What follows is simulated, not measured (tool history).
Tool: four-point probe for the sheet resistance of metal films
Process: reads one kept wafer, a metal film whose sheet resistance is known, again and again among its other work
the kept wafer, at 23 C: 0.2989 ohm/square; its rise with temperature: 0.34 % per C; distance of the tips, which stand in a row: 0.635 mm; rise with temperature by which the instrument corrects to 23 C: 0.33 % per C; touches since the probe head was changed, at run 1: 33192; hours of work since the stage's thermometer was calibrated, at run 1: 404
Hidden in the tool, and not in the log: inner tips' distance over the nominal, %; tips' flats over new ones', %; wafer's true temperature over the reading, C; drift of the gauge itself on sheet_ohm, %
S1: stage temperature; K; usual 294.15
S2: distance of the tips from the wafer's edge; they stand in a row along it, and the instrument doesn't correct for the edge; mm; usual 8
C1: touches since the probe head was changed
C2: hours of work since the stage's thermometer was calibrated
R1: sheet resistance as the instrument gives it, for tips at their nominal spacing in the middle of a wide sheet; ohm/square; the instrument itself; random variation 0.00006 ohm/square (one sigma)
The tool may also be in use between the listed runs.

run 1 day=0 | S1=294.15 S2=8 | C1=33192 C2=404 | R1=0.298295
run 2 day=2.329 | S1=294.15 S2=8 | C1=35260 C2=430 | R1=0.29827
run 3 day=4.504 | S1=294.15 S2=8 | C1=37192 C2=453 | R1=0.298316
run 4 day=5.75 | S1=294.15 S2=8 | C1=38300 C2=467 | R1=0.298257
run 5 day=8.492 | S1=294.15 S2=8 | C1=40733 C2=496 | R1=0.298056
run 6 day=10.279 | S1=294.15 S2=8 | C1=42323 C2=516 | R1=0.298127
run 7 day=12.662 | S1=294.15 S2=10 | C1=44441 C2=541 | R1=0.297761
run 8 day=13.958 | S1=302.15 S2=10 | C1=45591 C2=555 | R1=0.297974
run 9 day=16.117 | S1=302.15 S2=10 | C1=47507 C2=579 | R1=0.297807
run 10 day=17.329 | S1=302.15 S2=10 | C1=48586 C2=592 | R1=0.297834
run 11 day=19.912 | S1=302.15 S2=10 | C1=50879 C2=620 | R1=0.297722
run 12 day=21.1 | S1=302.15 S2=10 | C1=51934 C2=633 | R1=0.297857
run 13 day=22.883 | S1=302.15 S2=10 | C1=53518 C2=652 | R1=0.297644
run 14 day=25.029 | S1=294.15 S2=40 | C1=55422 C2=675 | R1=0.29682
run 15 day=26.55 | S1=294.15 S2=40 | C1=56774 C2=692 | R1=0.296902
run 16 day=28.858 | S1=294.15 S2=12 | C1=58826 C2=717 | R1=0.297233
run 17 day=31.438 | S1=292.15 S2=9 | C1=61117 C2=745 | R1=0.29747
run 18 day=33.867 | S1=300.15 S2=26 | C1=63273 C2=771 | R1=0.296944

Run 19 comes next. What will it give?
run 19 day=36.3 | S1=298.15 S2=16 | C1=65434 C2=797 | R1=?

{"run 19": {"R1": 0.296991}}
Without the tool's hidden state the same run would have given R1 0.299225 ohm/square.
